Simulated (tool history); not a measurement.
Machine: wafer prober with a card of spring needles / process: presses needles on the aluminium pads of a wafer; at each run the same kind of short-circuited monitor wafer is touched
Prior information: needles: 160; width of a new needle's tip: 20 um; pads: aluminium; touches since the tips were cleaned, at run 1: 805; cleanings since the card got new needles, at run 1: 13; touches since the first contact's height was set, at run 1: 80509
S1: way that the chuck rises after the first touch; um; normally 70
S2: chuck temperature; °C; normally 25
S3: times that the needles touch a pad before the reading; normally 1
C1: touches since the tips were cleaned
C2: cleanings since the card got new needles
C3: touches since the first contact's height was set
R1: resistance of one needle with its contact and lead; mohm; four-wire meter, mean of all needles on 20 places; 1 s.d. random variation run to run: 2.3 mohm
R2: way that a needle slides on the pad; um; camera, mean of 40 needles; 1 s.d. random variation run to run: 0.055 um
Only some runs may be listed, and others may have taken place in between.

run     day  S1  S2  S3    C1  C2      C3   R1     R2
  1   0.000  70  25   1   805  13   80509  335  14.28
      1.342  -- tips cleaned on abrasive film
  2   2.317  70  25   1  4054  14   90132  445  14.15
      2.862  -- tips cleaned on abrasive film
      4.471  -- tips cleaned on abrasive film
  3   5.438  79  25   1  4018  16  103073  408  16.05
      5.854  -- tips cleaned on abrasive film
  4   7.192  79  25   1  5565  17  110347  410  16.09
      7.458  -- tips cleaned on abrasive film
      8.921  -- tips cleaned on abrasive film
  5   9.200  76  25   1  1154  19  118666  339  15.53
     10.329  -- tips cleaned on abrasive film
     11.725  -- tips cleaned on abrasive film
  6  12.462  70  34   1  3063  21  132193  425  14.17
     13.208  -- tips cleaned on abrasive film
     14.700  -- tips cleaned on abrasive film
  7  15.125  70  34   1  1764  23  143242  389  14.27
     16.104  -- tips cleaned on abrasive film
     17.475  -- tips cleaned on abrasive film
  8  17.850  70  34   1  1564  25  154532  385  14.19
     18.883  -- tips cleaned on abrasive film
     20.400  -- tips cleaned on abrasive film
  9  21.092  70  34   1  2866  27  167980  439  14.09
     21.788  -- tips cleaned on abrasive film
 10  22.971  70  34   1  4925  28  175781  468  14.12
     23.421  -- tips cleaned on abrasive film
     24.875  -- tips cleaned on abrasive film
 11  26.100  70  34   1  5090  30  188751  461  14.07
     26.392  -- tips cleaned on abrasive film
     27.975  -- tips cleaned on abrasive film
 12  27.996  70  34   2    74  32  196603  273  14.05

Estimate the outcome of run 13 from the log above:
     29.450  -- tips cleaned on abrasive film
     31.017  -- tips cleaned on abrasive film
 13  31.017  70  30   1   0  34  209137   ?   ?

{"run 13": {"R1": 270, "R2": 14.06}}
With no hidden state in the tool, this same run would have given R1 258 mohm, R2 14.52 um.
